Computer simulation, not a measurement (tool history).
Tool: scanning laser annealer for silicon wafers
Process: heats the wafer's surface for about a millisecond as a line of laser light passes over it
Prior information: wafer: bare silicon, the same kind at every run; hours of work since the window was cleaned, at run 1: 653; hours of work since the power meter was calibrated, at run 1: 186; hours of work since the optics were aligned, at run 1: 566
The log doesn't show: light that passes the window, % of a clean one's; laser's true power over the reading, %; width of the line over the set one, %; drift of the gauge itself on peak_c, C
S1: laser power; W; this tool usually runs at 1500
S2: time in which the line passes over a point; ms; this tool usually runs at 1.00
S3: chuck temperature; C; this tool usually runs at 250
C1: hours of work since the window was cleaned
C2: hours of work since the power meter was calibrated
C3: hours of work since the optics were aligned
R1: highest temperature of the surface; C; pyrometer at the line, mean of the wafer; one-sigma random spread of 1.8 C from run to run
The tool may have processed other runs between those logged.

run 1 hour=0.0 | S1=1500 S2=1.00 S3=250 | C1=653 C2=186 C3=566 | R1=929
run 2 hour=18.6 | S1=1500 S2=1.00 S3=250 | C1=665 C2=198 C3=578 | R1=931
run 3 hour=28.6 | S1=1500 S2=1.00 S3=250 | C1=672 C2=205 C3=585 | R1=928
run 4 hour=42.5 | S1=1500 S2=1.00 S3=250 | C1=681 C2=214 C3=594 | R1=928
run 5 hour=52.7 | S1=1500 S2=1.00 S3=250 | C1=687 C2=220 C3=601 | R1=929
run 6 hour=66.6 | S1=1457 S2=1.00 S3=250 | C1=697 C2=230 C3=610 | R1=906
run 7 hour=81.3 | S1=1500 S2=1.00 S3=289 | C1=706 C2=239 C3=619 | R1=968
run 8 hour=90.0 | S1=1500 S2=1.00 S3=289 | C1=712 C2=245 C3=625 | R1=968
run 9 hour=99.1 | S1=1556 S2=1.00 S3=289 | C1=718 C2=251 C3=631 | R1=996
run 10 hour=108.2 | S1=1556 S2=1.00 S3=289 | C1=724 C2=257 C3=637 | R1=997
run 11 hour=126.2 | S1=1556 S2=1.00 S3=289 | C1=735 C2=269 C3=649 | R1=994
run 12 hour=141.3 | S1=1500 S2=1.00 S3=250 | C1=745 C2=278 C3=658 | R1=928
run 13 hour=151.7 | S1=1500 S2=1.00 S3=250 | C1=752 C2=285 C3=665 | R1=927
run 14 hour=170.3 | S1=1500 S2=1.00 S3=250 | C1=764 C2=297 C3=677 | R1=925
run 15 hour=183.3 | S1=1506 S2=1.19 S3=215 | C1=773 C2=306 C3=686 | R1=964
run 16 hour=192.0 | S1=1506 S2=1.19 S3=215 | C1=778 C2=312 C3=692 | R1=963
run 17 hour=202.1 | S1=1479 S2=0.89 S3=215 | C1=785 C2=318 C3=698 | R1=835
run 18 hour=212.9 | S1=1479 S2=0.89 S3=215 | C1=792 C2=325 C3=705 | R1=834
run 19 hour=226.3 | S1=1618 S2=1.03 S3=273 | C1=801 C2=334 C3=714 | R1=1024
run 20 hour=234.3 | S1=1618 S2=0.73 S3=258 | C1=806 C2=339 C3=719 | R1=873
-- hour=243.1 optics aligned, line set to its width
run 21 hour=248.0 | S1=1500 S2=0.72 S3=261 | C1=812 C2=345 C3=3 | R1=824
run 22 hour=259.1 | S1=1424 S2=1.20 S3=285 | C1=819 C2=352 C3=10 | R1=995
run 23 hour=276.8 | S1=1500 S2=1.06 S3=250 | C1=831 C2=364 C3=22 | R1=954
run 24 hour=284.6 | S1=1500 S2=1.06 S3=250 | C1=836 C2=369 C3=27 | R1=950
run 25 hour=299.2 | S1=1633 S2=0.94 S3=289 | C1=845 C2=378 C3=37 | R1=1011

4 options for the next run, each taken on its own from the tool as it stands now. Forecast them:
run A hour=307.1 | S1=1395 S2=1.00 S3=227 | C1=851 C2=384 C3=42 | R1=?
run B hour=307.1 | S1=1334 S2=1.00 S3=261 | C1=851 C2=384 C3=42 | R1=?
run C hour=307.1 | S1=1500 S2=0.74 S3=250 | C1=851 C2=384 C3=42 | R1=?
run D hour=307.1 | S1=1280 S2=0.77 S3=222 | C1=851 C2=384 C3=42 | R1=?

run=A R1=850
run=B R1=851
run=C R1=821
run=D R1=708
Had the tool no hidden state, the same runs would have come out as:
run=A R1=879
run=B R1=879
run=C R1=848
run=D R1=730

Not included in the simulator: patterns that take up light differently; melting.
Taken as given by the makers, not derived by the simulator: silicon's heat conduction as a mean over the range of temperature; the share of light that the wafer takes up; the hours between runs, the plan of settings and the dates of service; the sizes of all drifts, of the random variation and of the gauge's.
